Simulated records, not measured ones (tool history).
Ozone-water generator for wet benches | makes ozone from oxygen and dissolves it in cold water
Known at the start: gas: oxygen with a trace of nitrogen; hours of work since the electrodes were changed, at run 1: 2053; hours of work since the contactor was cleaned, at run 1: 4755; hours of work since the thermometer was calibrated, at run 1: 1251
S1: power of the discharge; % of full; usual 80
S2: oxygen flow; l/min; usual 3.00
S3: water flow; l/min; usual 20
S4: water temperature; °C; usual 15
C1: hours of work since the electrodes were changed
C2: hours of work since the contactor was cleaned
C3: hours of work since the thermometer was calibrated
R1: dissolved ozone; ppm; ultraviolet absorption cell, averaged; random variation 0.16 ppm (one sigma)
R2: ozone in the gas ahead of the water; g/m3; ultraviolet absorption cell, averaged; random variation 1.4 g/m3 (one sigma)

Run 1, hour 0.0: usual settings; C1 2053; C2 4755; C3 1251. Result: R1 19.8 ppm, R2 269.9 g/m3.
Run 2, hour 69.8: usual settings but S2 4.46 l/min; C1 2104; C2 4806; C3 1301. Result: R1 21.4 ppm, R2 222.4 g/m3.
Run 3, hour 123.1: usual settings but S2 4.46 l/min; C1 2142; C2 4844; C3 1340. Result: R1 21.5 ppm, R2 223.5 g/m3.
Run 4, hour 205.4: usual settings but S2 4.46 l/min; C1 2202; C2 4904; C3 1400. Result: R1 21.0 ppm, R2 222.3 g/m3.
Run 5, hour 251.9: usual settings; C1 2236; C2 4938; C3 1434. Result: R1 19.7 ppm, R2 267.5 g/m3.
Run 6, hour 301.9: usual settings; C1 2272; C2 4974; C3 1470. Result: R1 20.0 ppm, R2 268.9 g/m3.
Run 7, hour 387.6: usual settings but S3 31 l/min; C1 2334; C2 5036; C3 1532. Result: R1 11.8 ppm, R2 268.9 g/m3.
Run 8, hour 471.0: usual settings but S3 31 l/min; C1 2395; C2 5097; C3 1593. Result: R1 11.8 ppm, R2 269.1 g/m3.
At hour 520.5: contactor cleaned.
Run 9, hour 523.8: usual settings; C1 2430; C2 2; C3 1628. Result: R1 19.5 ppm, R2 268.1 g/m3.
Run 10, hour 568.5: usual settings; C1 2463; C2 35; C3 1660. Result: R1 19.8 ppm, R2 267.9 g/m3.
Run 11, hour 641.2: usual settings but S1 43 % of full; C1 2516; C2 88; C3 1713. Result: R1 14.3 ppm, R2 194.0 g/m3.
Run 12, hour 702.3: usual settings; C1 2560; C2 132; C3 1758. Result: R1 19.7 ppm, R2 266.2 g/m3.
Run 13, hour 772.5: usual settings; C1 2611; C2 183; C3 1808. Result: R1 19.7 ppm, R2 266.3 g/m3.
Run 14, hour 826.7: usual settings; C1 2650; C2 222; C3 1848. Result: R1 19.9 ppm, R2 265.9 g/m3.
Run 15, hour 888.0: usual settings but S2 1.56 l/min; C1 2695; C2 267; C3 1892. Result: R1 16.3 ppm, R2 363.5 g/m3.
Run 16, hour 933.0: usual settings but S2 1.56 l/min; C1 2727; C2 299; C3 1925. Result: R1 16.4 ppm, R2 365.1 g/m3.
Run 17, hour 1017.6: usual settings but S2 1.56 l/min; C1 2789; C2 361; C3 1986. Result: R1 16.4 ppm, R2 362.8 g/m3.
Run 18, hour 1103.6: usual settings but S2 4.23 l/min, S3 19 l/min; C1 2851; C2 423; C3 2049. Result: R1 22.0 ppm, R2 227.2 g/m3.
Run 19, hour 1160.5: usual settings but S1 67 % of full, S2 1.62 l/min, S3 30 l/min, S4 10 °C; C1 2892; C2 464; C3 2090. Result: R1 9.5 ppm, R2 325.6 g/m3.
Run 20, hour 1233.1: usual settings but S1 52 % of full, S2 2.98 l/min, S4 20 °C; C1 2945; C2 517; C3 2143. Result: R1 15.2 ppm, R2 211.9 g/m3.
Run 21, hour 1293.5: usual settings; C1 2989; C2 561; C3 2187. Result: R1 19.5 ppm, R2 266.8 g/m3.
Run 22, hour 1384.6: usual settings; C1 3055; C2 627; C3 2253. Result: R1 19.7 ppm, R2 263.6 g/m3.
Run 23, hour 1455.1: usual settings but S1 53 % of full; C1 3106; C2 678; C3 2304. Result: R1 16.0 ppm, R2 214.1 g/m3.
Run 24, hour 1507.5: usual settings but S1 64 % of full, S3 21 l/min; C1 3144; C2 716; C3 2342. Result: R1 16.6 ppm, R2 234.9 g/m3.
Run 25, hour 1593.8: usual settings but S1 64 % of full, S3 21 l/min; C1 3207; C2 779; C3 2405. Result: R1 16.7 ppm, R2 232.2 g/m3.
Run 26, hour 1644.8: usual settings but S1 64 % of full, S3 21 l/min; C1 3244; C2 816; C3 2442. Result: R1 16.8 ppm, R2 234.6 g/m3.
Run 27, hour 1729.8: usual settings but S2 1.73 l/min; C1 3306; C2 878; C3 2503. Result: R1 16.9 ppm, R2 340.4 g/m3.
Run 28, hour 1784.8: usual settings but S1 61 % of full, S2 2.08 l/min, S3 25 l/min, S4 17 °C; C1 3346; C2 918; C3 2543. Result: R1 11.8 ppm, R2 273.0 g/m3.
Run 29, hour 1845.5: usual settings but S1 61 % of full, S2 2.08 l/min, S3 25 l/min, S4 17 °C; C1 3390; C2 962; C3 2587. Result: R1 11.6 ppm, R2 271.3 g/m3.
Run 30, hour 1911.9: usual settings but S1 88 % of full, S2 5.07 l/min, S3 16 l/min, S4 12 °C; C1 3438; C2 1010; C3 2635. Result: R1 28.5 ppm, R2 213.8 g/m3.
Run 31, hour 1999.5: usual settings but S3 27 l/min, S4 7 °C; C1 3501; C2 1073; C3 2699. Result: R1 15.1 ppm, R2 261.5 g/m3.
At hour 2003.6: gauge calibrated.
Run 32, hour 2077.3: usual settings but S1 100 % of full, S2 1.77 l/min, S3 27 l/min, S4 21 °C; C1 3558; C2 1130; C3 2755. Result: R1 12.8 ppm, R2 388.9 g/m3.
Run 33, hour 2153.2: usual settings but S1 100 % of full, S2 1.77 l/min, S3 27 l/min, S4 21 °C; C1 3613; C2 1185; C3 2811. Result: R1 12.9 ppm, R2 388.2 g/m3.

4 ways to go on from here, each from the tool as it stands after run 33. What would each give?
Run A, hour 2231.7: usual settings but S1 65 % of full, S2 1.77 l/min, S3 22 l/min, S4 10 °C; C1 3670; C2 1242; C3 2867. Result: R1 ?, R2 ?.
Run B, hour 2231.7: usual settings but S1 96 % of full, S2 1.59 l/min, S3 27 l/min, S4 7 °C; C1 3670; C2 1242; C3 2867. Result: R1 ?, R2 ?.
Run C, hour 2231.7: usual settings but S1 64 % of full, S2 1.77 l/min, S3 19 l/min, S4 7 °C; C1 3670; C2 1242; C3 2867. Result: R1 ?, R2 ?.
Run D, hour 2231.7: usual settings but S1 62 % of full; C1 3670; C2 1242; C3 2867. Result: R1 ?, R2 ?.

run    R1     R2
  A  14.2  308.0
  B  12.7  401.5
  C  16.9  306.5
  D  17.1  235.0
Without the tool's hidden state the same runs would have given:
run    R1     R2
  A  14.2  309.5
  B  12.8  403.6
  C  16.9  308.1
  D  17.1  236.1
